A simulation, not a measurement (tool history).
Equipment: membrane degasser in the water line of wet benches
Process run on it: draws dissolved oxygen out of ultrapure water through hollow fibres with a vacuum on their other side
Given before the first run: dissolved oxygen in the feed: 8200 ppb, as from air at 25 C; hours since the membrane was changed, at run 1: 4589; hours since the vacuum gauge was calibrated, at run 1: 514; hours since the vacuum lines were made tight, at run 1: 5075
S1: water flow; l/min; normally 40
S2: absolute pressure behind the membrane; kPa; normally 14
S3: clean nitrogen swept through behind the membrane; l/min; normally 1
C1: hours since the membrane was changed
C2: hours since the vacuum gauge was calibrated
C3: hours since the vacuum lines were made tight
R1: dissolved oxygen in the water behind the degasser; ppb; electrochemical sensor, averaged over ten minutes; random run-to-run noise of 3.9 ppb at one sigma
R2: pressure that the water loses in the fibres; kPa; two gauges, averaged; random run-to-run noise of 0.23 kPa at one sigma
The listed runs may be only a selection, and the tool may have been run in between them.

Run 1, hour 0: usual settings; C1 4589; C2 514; C3 5075. Result: R1 805.2 ppb, R2 59.92 kPa.
Run 2, hour 95.6: usual settings but S2 22.9 kPa; C1 4685; C2 610; C3 5171. Result: R1 1369.4 ppb, R2 59.97 kPa.
Run 3, hour 146.1: usual settings but S2 22.9 kPa; C1 4735; C2 660; C3 5222. Result: R1 1379.5 ppb, R2 59.41 kPa.
Run 4, hour 221: usual settings but S2 22.9 kPa; C1 4810; C2 735; C3 5296. Result: R1 1370.8 ppb, R2 59.46 kPa.
Run 5, hour 301.3: usual settings but S2 22.9 kPa; C1 4890; C2 816; C3 5377. Result: R1 1372.7 ppb, R2 59.96 kPa.
Run 6, hour 370.6: usual settings but S2 22.9 kPa, S3 0.93 l/min; C1 4960; C2 885; C3 5446. Result: R1 1451.4 ppb, R2 59.99 kPa.
At hour 379.6: seals of the vacuum lines changed.
Run 7, hour 433.4: usual settings but S2 22.9 kPa, S3 0.93 l/min; C1 5020; C2 946; C3 54. Result: R1 1433.1 ppb, R2 59.54 kPa.
Run 8, hour 545.4: usual settings but S2 11.7 kPa, S3 0.93 l/min; C1 5132; C2 1058; C3 166. Result: R1 689.2 ppb, R2 59.92 kPa.
Run 9, hour 659.2: usual settings but S2 11.7 kPa, S3 0.93 l/min; C1 5246; C2 1171; C3 280. Result: R1 688.1 ppb, R2 60.23 kPa.
Run 10, hour 721: usual settings but S1 37 l/min, S2 9.5 kPa; C1 5308; C2 1233; C3 341. Result: R1 463.4 ppb, R2 55.5 kPa.
Run 11, hour 833: usual settings but S1 37 l/min, S2 9.5 kPa; C1 5420; C2 1345; C3 453. Result: R1 462.8 ppb, R2 55.39 kPa.
Run 12, hour 946.3: usual settings but S1 28 l/min, S2 13.6 kPa; C1 5533; C2 1458; C3 567. Result: R1 597.1 ppb, R2 42.24 kPa.
Run 13, hour 1067.5: usual settings but S1 37 l/min; C1 5655; C2 1580; C3 688. Result: R1 769.5 ppb, R2 56.18 kPa.
Run 14, hour 1171.4: usual settings but S1 38 l/min, S2 10 kPa, S3 2.52 l/min; C1 5758; C2 1684; C3 792. Result: R1 242.5 ppb, R2 56.95 kPa.
Run 15, hour 1227.2: usual settings but S1 38 l/min, S2 10 kPa, S3 0.55 l/min; C1 5814; C2 1739; C3 848. Result: R1 782.6 ppb, R2 57.32 kPa.
Run 16, hour 1294.7: usual settings but S1 38 l/min, S2 10 kPa, S3 0.55 l/min; C1 5882; C2 1807; C3 915. Result: R1 785.6 ppb, R2 57.54 kPa.
Run 17, hour 1354.3: usual settings but S1 38 l/min, S2 10 kPa, S3 0.55 l/min; C1 5941; C2 1866; C3 975. Result: R1 785.8 ppb, R2 57.34 kPa.
Run 18, hour 1436.8: usual settings but S1 27 l/min; C1 6024; C2 1949; C3 1057. Result: R1 594.2 ppb, R2 40.7 kPa.

How would selected steps in R1 from run to run divide? Give the signed amount a tool lacking its hidden state would still show from settings, what came in and random variation, and the signed amount left for the hidden state, including any gauge scatter that is not in both of the compared results.
Hidden state present: membrane still open, %; true pressure behind the membrane over the reading, kPa; air that leaks in behind the membrane, l/min; drift of the gauge itself on oxygen_ppb, %; drift of the gauge itself on loss_of_pressure_kpa, %.
Run 7 -> 8: S2 22.9 -> 11.7. R1 -743.9 ppb: hidden state +1.8, all else -745.7.
Run 14 -> 15: S3 2.52 -> 0.55. R1 +540.1 ppb: hidden state +6.9, all else +533.2.
